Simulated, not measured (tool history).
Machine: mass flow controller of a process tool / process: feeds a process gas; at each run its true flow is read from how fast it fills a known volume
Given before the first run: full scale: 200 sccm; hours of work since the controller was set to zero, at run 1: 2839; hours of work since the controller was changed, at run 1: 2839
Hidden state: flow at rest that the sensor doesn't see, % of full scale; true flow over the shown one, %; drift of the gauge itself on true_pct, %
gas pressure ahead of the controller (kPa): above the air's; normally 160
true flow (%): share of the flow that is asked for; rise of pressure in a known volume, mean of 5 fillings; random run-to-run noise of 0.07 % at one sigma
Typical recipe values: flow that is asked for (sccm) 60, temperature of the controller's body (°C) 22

run,hour,flow that is asked for (sccm),gas pressure ahead of the controller (kPa),temperature of the controller's body (°C),hours of work since the controller was set to zero,hours of work since the controller was changed,true flow (%)
1,0.0,60,160,22,2839,2839,97.72
2,191.1,60,160,22,2980,2980,97.67
3,425.3,60,160,22,3153,3153,97.56
4,697.0,60,160,22,3353,3353,97.44
5,983.0,141,160,22,3564,3564,97.08
6,1211.7,141,160,22,3733,3733,96.96
7,1397.4,141,160,22,3870,3870,96.75
8,1584.5,38,160,22,4007,4007,97.39
9,1793.6,60,160,22,4162,4162,97.00
10,2094.5,60,160,22,4384,4384,96.82
11,2260.7,60,160,37,4506,4506,97.94
12,2438.8,60,160,37,4637,4637,98.08
13,2580.4,60,197,36,4742,4742,97.85
14,2765.9,200,189,33,4879,4879,97.02
15,2960.9,200,270,37,5022,5022,97.16
16,3197.2,68,233,22,5197,5197,96.20
# hour 3331.2: controller exchanged for a calibrated one
17,3426.8,68,233,22,70,70,99.41
18,3631.3,25,160,22,221,221,99.43
19,3936.8,167,264,22,447,447,99.55
20,4079.4,68,162,28,552,552,99.79
21,4323.6,68,162,28,732,732,99.75
22,4451.5,184,275,31,826,826,100.04
23,4649.3,184,149,31,972,972,100.18
24,4959.0,109,187,22,1200,1200,98.74

Forecast each of these 3 alternatives for the next run:
A,5105.4,109,212,20,1308,1308,?
B,5105.4,44,244,22,1308,1308,?
C,5105.4,53,251,24,1308,1308,?

run,true flow (%)
A,98.54
B,98.67
C,98.87
Had the tool no hidden state, the same runs would have come out as:
run,true flow (%)
A,99.27
B,99.16
C,99.43
